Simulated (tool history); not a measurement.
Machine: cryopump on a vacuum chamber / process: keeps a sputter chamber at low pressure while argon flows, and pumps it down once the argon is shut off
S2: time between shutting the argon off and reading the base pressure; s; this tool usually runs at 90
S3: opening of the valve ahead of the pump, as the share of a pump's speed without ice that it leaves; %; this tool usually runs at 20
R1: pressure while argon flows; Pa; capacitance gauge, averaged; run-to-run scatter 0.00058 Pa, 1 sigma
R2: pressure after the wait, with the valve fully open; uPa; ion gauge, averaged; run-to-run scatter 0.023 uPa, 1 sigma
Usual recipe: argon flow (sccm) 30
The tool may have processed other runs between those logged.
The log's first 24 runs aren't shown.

run 25 day=37.479 | argon_flow_(sccm)=20 S2=33 S3=20 | R1=0.1192 R2=1.81
run 26 day=38.729 | argon_flow_(sccm)=21 S2=72 S3=59 | R1=0.0425 R2=1.11
run 27 day=40.329 | argon_flow_(sccm)=13 S2=255 S3=33 | R1=0.0472 R2=0.64
run 28 day=42.038 | argon_flow_(sccm)=13 S2=255 S3=33 | R1=0.0469 R2=0.67
run 29 day=44.083 | argon_flow_(sccm)=13 S2=255 S3=33 | R1=0.0471 R2=0.65
run 30 day=45.121 | argon_flow_(sccm)=37 S2=27 S3=41 | R1=0.1086 R2=2.22
run 31 day=47.242 | argon_flow_(sccm)=37 S2=27 S3=41 | R1=0.1088 R2=2.15
run 32 day=48.354 | argon_flow_(sccm)=54 S2=26 S3=39 | R1=0.1673 R2=2.28
run 33 day=50.171 | argon_flow_(sccm)=55 S2=24 S3=55 | R1=0.1224 R2=2.35
run 34 day=51.954 | argon_flow_(sccm)=36 S2=30 S3=37 | R1=0.1168 R2=2.03

Alternative continuations, all from the tool just after run 34; predict every row:
run A day=53.904 | argon_flow_(sccm)=30 S2=208 S3=49 | R1=? R2=?
run B day=53.904 | argon_flow_(sccm)=19 S2=85 S3=20 | R1=? R2=?
run C day=53.904 | argon_flow_(sccm)=22 S2=28 S3=19 | R1=? R2=?
run D day=53.904 | argon_flow_(sccm)=24 S2=62 S3=28 | R1=? R2=?

run=A R1=0.0749 R2=0.73
run=B R1=0.1141 R2=1.03
run=C R1=0.1394 R2=2.19
run=D R1=0.1038 R2=1.24
Without the tool's unlogged condition, the same runs would have read:
run=A R1=0.0733 R2=0.47
run=B R1=0.1132 R2=0.76
run=C R1=0.1382 R2=1.92
run=D R1=0.1026 R2=0.97
